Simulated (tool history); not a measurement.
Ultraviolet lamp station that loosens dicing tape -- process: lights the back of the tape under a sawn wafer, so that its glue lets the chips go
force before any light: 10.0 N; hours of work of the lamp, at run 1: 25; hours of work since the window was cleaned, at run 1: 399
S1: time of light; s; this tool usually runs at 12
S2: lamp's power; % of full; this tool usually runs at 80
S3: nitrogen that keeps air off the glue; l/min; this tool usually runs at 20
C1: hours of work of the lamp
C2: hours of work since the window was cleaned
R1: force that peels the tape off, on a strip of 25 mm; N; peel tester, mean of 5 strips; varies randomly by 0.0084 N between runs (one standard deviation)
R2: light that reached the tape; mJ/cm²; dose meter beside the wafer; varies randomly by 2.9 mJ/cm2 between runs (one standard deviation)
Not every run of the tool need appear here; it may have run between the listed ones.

run 1 hour=0.0 | S1=12 S2=80 S3=20 | C1=25 C2=399 | R1=0.333 R2=432
run 2 hour=4.4 | S1=12 S2=77 S3=20 | C1=27 C2=401 | R1=0.343 R2=414
run 3 hour=9.2 | S1=12 S2=77 S3=20 | C1=29 C2=404 | R1=0.355 R2=414
run 4 hour=18.6 | S1=12 S2=77 S3=20 | C1=34 C2=408 | R1=0.352 R2=417
run 5 hour=28.0 | S1=12 S2=77 S3=20 | C1=38 C2=413 | R1=0.352 R2=414
run 6 hour=35.7 | S1=12 S2=77 S3=20 | C1=42 C2=416 | R1=0.343 R2=420
run 7 hour=40.7 | S1=12 S2=77 S3=20 | C1=44 C2=419 | R1=0.343 R2=411
run 8 hour=48.7 | S1=12 S2=77 S3=20 | C1=48 C2=423 | R1=0.338 R2=414
run 9 hour=54.1 | S1=8 S2=80 S3=20 | C1=51 C2=425 | R1=0.696 R2=285
run 10 hour=59.4 | S1=9 S2=80 S3=20 | C1=53 C2=428 | R1=0.543 R2=324
run 11 hour=65.2 | S1=12 S2=80 S3=21 | C1=56 C2=430 | R1=0.330 R2=427
run 12 hour=74.3 | S1=12 S2=80 S3=21 | C1=60 C2=435 | R1=0.324 R2=436
-- hour=76.7 window cleaned of glue's vapour
run 13 hour=81.6 | S1=12 S2=80 S3=21 | C1=64 C2=2 | R1=0.329 R2=430
run 14 hour=87.1 | S1=12 S2=80 S3=21 | C1=66 C2=5 | R1=0.337 R2=430
run 15 hour=91.8 | S1=16 S2=80 S3=20 | C1=69 C2=7 | R1=0.267 R2=580
run 16 hour=99.3 | S1=10 S2=79 S3=8 | C1=72 C2=11 | R1=0.903 R2=357
run 17 hour=106.3 | S1=19 S2=65 S3=16 | C1=76 C2=14 | R1=0.284 R2=559
run 18 hour=111.7 | S1=19 S2=75 S3=16 | C1=78 C2=17 | R1=0.245 R2=642
run 19 hour=121.2 | S1=12 S2=66 S3=21 | C1=83 C2=21 | R1=0.453 R2=353
run 20 hour=127.4 | S1=7 S2=71 S3=20 | C1=86 C2=24 | R1=1.109 R2=227
run 21 hour=134.1 | S1=21 S2=86 S3=10 | C1=89 C2=28 | R1=0.244 R2=812
run 22 hour=141.8 | S1=24 S2=97 S3=20 | C1=93 C2=31 | R1=0.243 R2=1044
run 23 hour=151.2 | S1=24 S2=97 S3=20 | C1=97 C2=36 | R1=0.245 R2=1050
run 24 hour=158.3 | S1=24 S2=97 S3=20 | C1=101 C2=39 | R1=0.231 R2=1053
run 25 hour=162.9 | S1=22 S2=80 S3=20 | C1=103 C2=42 | R1=0.249 R2=784
run 26 hour=172.7 | S1=12 S2=82 S3=11 | C1=108 C2=46 | R1=0.474 R2=442
run 27 hour=178.5 | S1=10 S2=95 S3=9 | C1=110 C2=49 | R1=0.552 R2=431

Each row is a separate what-if for the run after 27, all from the same tool condition, not one after another. Results?
run A hour=185.3 | S1=14 S2=87 S3=9 | C1=114 C2=52 | R1=? R2=?
run B hour=185.3 | S1=12 S2=60 S3=20 | C1=114 C2=52 | R1=? R2=?
run C hour=185.3 | S1=17 S2=95 S3=9 | C1=114 C2=52 | R1=? R2=?
run D hour=185.3 | S1=12 S2=88 S3=20 | C1=114 C2=52 | R1=? R2=?

run=A R1=0.376 R2=538
run=B R1=0.556 R2=325
run=C R1=0.278 R2=727
run=D R1=0.303 R2=468
Stripped of hidden state, with their random variation kept, the same runs would have yielded:
run=A R1=0.375 R2=538
run=B R1=0.556 R2=325
run=C R1=0.278 R2=728
run=D R1=0.303 R2=469

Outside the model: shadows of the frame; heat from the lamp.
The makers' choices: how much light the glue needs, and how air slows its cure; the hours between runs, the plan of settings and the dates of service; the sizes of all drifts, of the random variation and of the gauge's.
